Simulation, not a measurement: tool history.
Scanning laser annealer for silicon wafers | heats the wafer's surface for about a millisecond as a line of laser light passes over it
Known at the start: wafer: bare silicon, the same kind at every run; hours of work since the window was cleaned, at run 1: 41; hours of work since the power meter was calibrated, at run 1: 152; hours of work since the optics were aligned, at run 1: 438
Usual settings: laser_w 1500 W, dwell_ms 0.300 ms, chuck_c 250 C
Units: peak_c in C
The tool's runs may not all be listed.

| run | hour | laser_w | dwell_ms | chuck_c | hours of work since the window was cleaned | hours of work since the power meter was calibrated | hours of work since the optics were aligned | peak_c |
|---|---|---|---|---|---|---|---|---|
| 1 | 0.0 | 1500 | 0.300 | 250 | 41 | 152 | 438 | 1027 |
| 2 | 15.4 | 1500 | 0.300 | 250 | 48 | 159 | 445 | 1028 |
| 3 | 34.2 | 1500 | 0.300 | 250 | 57 | 168 | 454 | 1026 |
| 4 | 50.3 | 1500 | 0.300 | 250 | 64 | 175 | 461 | 1021 |
| 5 | 73.7 | 1500 | 0.314 | 250 | 75 | 186 | 472 | 1043 |
| 6 | 97.5 | 1500 | 0.314 | 250 | 86 | 197 | 483 | 1039 |
| 7 | 109.4 | 1500 | 0.314 | 250 | 91 | 202 | 488 | 1043 |
| 8 | 129.9 | 1500 | 0.314 | 250 | 101 | 211 | 498 | 1040 |
| 9 | 149.9 | 1500 | 0.314 | 250 | 110 | 220 | 507 | 1038 |
| 10 | 163.0 | 1500 | 0.300 | 250 | 116 | 226 | 513 | 1021 |
| 11 | 181.4 | 1500 | 0.300 | 250 | 124 | 235 | 521 | 1021 |
| 12 | 207.4 | 1500 | 0.300 | 250 | 136 | 247 | 533 | 1023 |
| 13 | 218.6 | 1500 | 0.300 | 250 | 141 | 252 | 538 | 1019 |
| 14 | 235.6 | 1500 | 0.300 | 250 | 149 | 260 | 546 | 1024 |
| 15 | 247.8 | 1500 | 0.300 | 250 | 154 | 265 | 551 | 1019 |
| 16 | 262.8 | 1500 | 0.300 | 250 | 161 | 272 | 558 | 1020 |
| 17 | 288.7 | 1500 | 0.300 | 250 | 173 | 284 | 570 | 1016 |
|  | 296.1 | optics aligned, line set to its width |
| 18 | 310.7 | 1390 | 0.242 | 230 | 181 | 292 | 7 | 863 |
| 19 | 332.9 | 1390 | 0.242 | 230 | 191 | 302 | 17 | 862 |
| 20 | 355.9 | 1281 | 0.240 | 258 | 202 | 312 | 27 | 834 |
| 21 | 379.5 | 1281 | 0.240 | 252 | 212 | 323 | 38 | 824 |
|  | 392.3 | optics aligned, line set to its width, once more |
| 22 | 403.3 | 1571 | 0.215 | 212 | 221 | 332 | 5 | 894 |
| 23 | 421.2 | 1571 | 0.215 | 212 | 229 | 340 | 13 | 896 |
| 24 | 443.8 | 1638 | 0.357 | 212 | 239 | 350 | 23 | 1140 |
| 25 | 465.8 | 1521 | 0.357 | 212 | 249 | 360 | 34 | 1071 |
| 26 | 476.6 | 1521 | 0.357 | 212 | 254 | 365 | 38 | 1071 |
| 27 | 495.8 | 1615 | 0.274 | 212 | 263 | 374 | 47 | 1009 |
| 28 | 521.5 | 1333 | 0.227 | 245 | 275 | 385 | 59 | 831 |
| 29 | 532.2 | 1333 | 0.227 | 245 | 280 | 390 | 64 | 834 |

4 ways to go on from here, each from the tool as it stands after run 29. What would each give?
| A | 557.8 | 1484 | 0.339 | 256 | 291 | 402 | 75 | ? |
| B | 557.8 | 1292 | 0.320 | 238 | 291 | 402 | 75 | ? |
| C | 557.8 | 1483 | 0.298 | 259 | 291 | 402 | 75 | ? |
| D | 557.8 | 1333 | 0.227 | 259 | 291 | 402 | 75 | ? |

| run | peak_c |
|---|---|
| A | 1069 |
| B | 916 |
| C | 1019 |
| D | 845 |
Without the tool's hidden state the same runs would have given:
| run | peak_c |
|---|---|
| A | 1081 |
| B | 926 |
| C | 1030 |
| D | 854 |
